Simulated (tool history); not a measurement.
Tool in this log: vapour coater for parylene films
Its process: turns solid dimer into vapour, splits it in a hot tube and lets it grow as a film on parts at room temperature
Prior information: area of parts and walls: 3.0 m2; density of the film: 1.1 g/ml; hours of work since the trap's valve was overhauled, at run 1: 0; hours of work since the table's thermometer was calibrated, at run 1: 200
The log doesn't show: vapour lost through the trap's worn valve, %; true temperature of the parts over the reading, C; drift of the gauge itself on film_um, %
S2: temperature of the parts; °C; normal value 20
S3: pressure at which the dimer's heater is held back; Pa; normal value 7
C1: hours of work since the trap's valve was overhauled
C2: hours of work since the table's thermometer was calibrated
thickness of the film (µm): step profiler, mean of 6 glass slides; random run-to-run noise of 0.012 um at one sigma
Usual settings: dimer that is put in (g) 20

Run 1, hour 0: usual settings; C1 0; C2 200. Result: thickness of the film (µm) 4.4.
Run 2, hour 53: usual settings but dimer that is put in (g) 27; C1 43; C2 244. Result: thickness of the film (µm) 5.92.
Run 3, hour 112.3: usual settings but dimer that is put in (g) 27; C1 92; C2 292. Result: thickness of the film (µm) 5.88.
Run 4, hour 156.1: usual settings but dimer that is put in (g) 27; C1 127; C2 328. Result: thickness of the film (µm) 5.87.
Run 5, hour 199.3: usual settings; C1 162; C2 363. Result: thickness of the film (µm) 4.32.
Run 6, hour 242.6: usual settings but S2 23 °C; C1 198; C2 398. Result: thickness of the film (µm) 3.96.
Run 7, hour 283.9: usual settings but S2 23 °C; C1 231; C2 432. Result: thickness of the film (µm) 3.92.
Run 8, hour 331.4: usual settings but S3 3.97 Pa; C1 270; C2 470. Result: thickness of the film (µm) 4.72.
Run 9, hour 361.2: usual settings but S3 3.07 Pa; C1 294; C2 495. Result: thickness of the film (µm) 4.95.
Run 10, hour 409: usual settings but dimer that is put in (g) 24, S2 14 °C, S3 3.2 Pa; C1 333; C2 534. Result: thickness of the film (µm) 6.81.
Run 11, hour 442.1: usual settings but dimer that is put in (g) 24, S2 14 °C, S3 3.2 Pa; C1 360; C2 561. Result: thickness of the film (µm) 6.78.
Run 12, hour 495: usual settings but dimer that is put in (g) 24, S2 14 °C, S3 3.2 Pa; C1 403; C2 604. Result: thickness of the film (µm) 6.73.
Run 13, hour 547.2: usual settings but dimer that is put in (g) 24, S2 17 °C, S3 3.86 Pa; C1 446; C2 646. Result: thickness of the film (µm) 6.12.
At hour 555.3: trap's valve overhauled.
Run 14, hour 584: usual settings but dimer that is put in (g) 24, S2 17 °C, S3 3.86 Pa; C1 23; C2 673. Result: thickness of the film (µm) 6.45.
Run 15, hour 613.1: usual settings but S2 23 °C, S3 3.52 Pa; C1 47; C2 697. Result: thickness of the film (µm) 4.61.
Run 16, hour 642.1: usual settings but S2 23 °C, S3 3.52 Pa; C1 71; C2 721. Result: thickness of the film (µm) 4.58.
Run 17, hour 691.8: usual settings but S2 23 °C, S3 3.52 Pa; C1 111; C2 761. Result: thickness of the film (µm) 4.53.
Run 18, hour 729.7: usual settings but dimer that is put in (g) 15, S2 30 °C, S3 3.52 Pa; C1 142; C2 792. Result: thickness of the film (µm) 2.77.

Alternative continuations, all from the tool just after run 18; predict every row:
At hour 780.5: table's thermometer calibrated.
Run A, hour 790: usual settings but S2 12 °C, S3 6.11 Pa; C1 190; C2 8. Result: thickness of the film (µm) ?.
At hour 780.5: table's thermometer calibrated.
Run B, hour 790: usual settings but dimer that is put in (g) 12, S2 13 °C, S3 10.93 Pa; C1 190; C2 8. Result: thickness of the film (µm) ?.
At hour 780.5: table's thermometer calibrated.
Run C, hour 790: usual settings but dimer that is put in (g) 15, S2 24 °C, S3 6.09 Pa; C1 190; C2 8. Result: thickness of the film (µm) ?.

run  thickness of the film (µm)
  A                        5.46
  B                        2.88
  C                        2.91
Had the tool no hidden state, the same runs would have come out as:
run  thickness of the film (µm)
  A                        5.62
  B                        2.96
  C                           3

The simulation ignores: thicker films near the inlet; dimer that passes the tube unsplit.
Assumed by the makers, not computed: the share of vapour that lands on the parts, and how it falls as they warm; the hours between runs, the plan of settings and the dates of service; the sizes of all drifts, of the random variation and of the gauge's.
